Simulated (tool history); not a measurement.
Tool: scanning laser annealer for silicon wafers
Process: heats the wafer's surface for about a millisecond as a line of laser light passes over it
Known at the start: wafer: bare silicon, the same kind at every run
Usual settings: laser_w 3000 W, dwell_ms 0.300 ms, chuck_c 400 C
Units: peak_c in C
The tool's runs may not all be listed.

{"run": 1, "hour": 0.0, "laser_w": 3000, "dwell_ms": 0.3, "chuck_c": 400, "peak_c": 1205}
{"run": 2, "hour": 17.1, "laser_w": 3000, "dwell_ms": 0.3, "chuck_c": 400, "peak_c": 1213}
{"run": 3, "hour": 44.1, "laser_w": 3000, "dwell_ms": 0.3, "chuck_c": 400, "peak_c": 1209}
{"run": 4, "hour": 66.8, "laser_w": 3000, "dwell_ms": 0.3, "chuck_c": 404, "peak_c": 1209}
{"run": 5, "hour": 82.9, "laser_w": 3000, "dwell_ms": 0.3, "chuck_c": 404, "peak_c": 1208}
{"run": 6, "hour": 96.3, "laser_w": 3000, "dwell_ms": 0.3, "chuck_c": 404, "peak_c": 1210}
{"run": 7, "hour": 109.3, "laser_w": 3000, "dwell_ms": 0.3, "chuck_c": 400, "peak_c": 1210}
{"run": 8, "hour": 134.6, "laser_w": 3000, "dwell_ms": 0.3, "chuck_c": 400, "peak_c": 1204}
{"run": 9, "hour": 150.0, "laser_w": 3000, "dwell_ms": 0.3, "chuck_c": 400, "peak_c": 1204}
{"hour": 162.5, "done": "window over the wafer cleaned"}
{"run": 10, "hour": 168.0, "laser_w": 3000, "dwell_ms": 0.3, "chuck_c": 400, "peak_c": 1232}
{"run": 11, "hour": 180.5, "laser_w": 3000, "dwell_ms": 0.3, "chuck_c": 400, "peak_c": 1231}
{"run": 12, "hour": 208.5, "laser_w": 3000, "dwell_ms": 0.312, "chuck_c": 400, "peak_c": 1250}
{"hour": 224.2, "done": "optics aligned, line set to its width"}
{"run": 13, "hour": 236.8, "laser_w": 3000, "dwell_ms": 0.312, "chuck_c": 400, "peak_c": 1255}
{"run": 14, "hour": 253.9, "laser_w": 3000, "dwell_ms": 0.312, "chuck_c": 400, "peak_c": 1254}
{"run": 15, "hour": 267.4, "laser_w": 3000, "dwell_ms": 0.312, "chuck_c": 400, "peak_c": 1256}
{"run": 16, "hour": 288.0, "laser_w": 3000, "dwell_ms": 0.312, "chuck_c": 400, "peak_c": 1252}
{"run": 17, "hour": 312.1, "laser_w": 3000, "dwell_ms": 0.312, "chuck_c": 400, "peak_c": 1253}
{"hour": 317.3, "done": "laser's power meter calibrated"}
{"run": 18, "hour": 343.7, "laser_w": 2762, "dwell_ms": 0.3, "chuck_c": 400, "peak_c": 1152}
{"run": 19, "hour": 366.9, "laser_w": 2907, "dwell_ms": 0.3, "chuck_c": 400, "peak_c": 1198}
{"run": 20, "hour": 380.3, "laser_w": 2948, "dwell_ms": 0.3, "chuck_c": 400, "peak_c": 1208}
{"run": 21, "hour": 398.9, "laser_w": 2948, "dwell_ms": 0.211, "chuck_c": 370, "peak_c": 1036}
{"run": 22, "hour": 415.8, "laser_w": 3000, "dwell_ms": 0.289, "chuck_c": 410, "peak_c": 1222}
{"hour": 428.4, "done": "laser's power meter calibrated, once more"}
{"run": 23, "hour": 432.4, "laser_w": 3000, "dwell_ms": 0.253, "chuck_c": 418, "peak_c": 1177}
{"run": 24, "hour": 451.1, "laser_w": 3000, "dwell_ms": 0.253, "chuck_c": 418, "peak_c": 1178}
{"run": 25, "hour": 471.0, "laser_w": 2740, "dwell_ms": 0.3, "chuck_c": 400, "peak_c": 1154}
{"run": 26, "hour": 495.9, "laser_w": 2762, "dwell_ms": 0.361, "chuck_c": 367, "peak_c": 1211}
{"run": 27, "hour": 518.0, "laser_w": 2621, "dwell_ms": 0.3, "chuck_c": 400, "peak_c": 1114}
{"run": 28, "hour": 538.4, "laser_w": 2642, "dwell_ms": 0.377, "chuck_c": 428, "peak_c": 1247}
{"run": 29, "hour": 557.9, "laser_w": 3199, "dwell_ms": 0.3, "chuck_c": 425, "peak_c": 1322}
{"run": 30, "hour": 578.2, "laser_w": 3027, "dwell_ms": 0.3, "chuck_c": 387, "peak_c": 1227}
{"run": 31, "hour": 605.6, "laser_w": 3027, "dwell_ms": 0.3, "chuck_c": 412, "peak_c": 1251}
{"run": 32, "hour": 634.2, "laser_w": 3236, "dwell_ms": 0.225, "chuck_c": 427, "peak_c": 1195}
{"run": 33, "hour": 646.4, "laser_w": 3000, "dwell_ms": 0.318, "chuck_c": 430, "peak_c": 1287}
{"run": 34, "hour": 663.2, "laser_w": 3000, "dwell_ms": 0.318, "chuck_c": 430, "peak_c": 1287}
{"run": 35, "hour": 683.4, "laser_w": 3000, "dwell_ms": 0.318, "chuck_c": 430, "peak_c": 1286}
{"run": 36, "hour": 696.3, "laser_w": 3230, "dwell_ms": 0.319, "chuck_c": 430, "peak_c": 1362}
{"run": 37, "hour": 712.5, "laser_w": 3143, "dwell_ms": 0.319, "chuck_c": 426, "peak_c": 1331}
{"run": 38, "hour": 731.7, "laser_w": 3000, "dwell_ms": 0.234, "chuck_c": 432, "peak_c": 1154}
{"run": 39, "hour": 756.1, "laser_w": 2778, "dwell_ms": 0.228, "chuck_c": 381, "peak_c": 1028}
{"run": 40, "hour": 778.5, "laser_w": 2778, "dwell_ms": 0.228, "chuck_c": 433, "peak_c": 1084}

Forecast each of these 5 alternatives for the next run:
{"run": "A", "hour": 792.7, "laser_w": 2778, "dwell_ms": 0.228, "chuck_c": 364, "peak_c": "?"}
{"run": "B", "hour": 792.7, "laser_w": 3000, "dwell_ms": 0.375, "chuck_c": 400, "peak_c": "?"}
{"run": "C", "hour": 792.7, "laser_w": 2778, "dwell_ms": 0.228, "chuck_c": 418, "peak_c": "?"}
{"run": "D", "hour": 792.7, "laser_w": 3000, "dwell_ms": 0.365, "chuck_c": 400, "peak_c": "?"}
{"run": "E", "hour": 792.7, "laser_w": 2778, "dwell_ms": 0.252, "chuck_c": 382, "peak_c": "?"}

run=A peak_c=1013
run=B peak_c=1338
run=C peak_c=1064
run=D peak_c=1322
run=E peak_c=1068
Without the tool's hidden state the same runs would have given:
run=A peak_c=1029
run=B peak_c=1362
run=C peak_c=1080
run=D peak_c=1345
run=E peak_c=1086

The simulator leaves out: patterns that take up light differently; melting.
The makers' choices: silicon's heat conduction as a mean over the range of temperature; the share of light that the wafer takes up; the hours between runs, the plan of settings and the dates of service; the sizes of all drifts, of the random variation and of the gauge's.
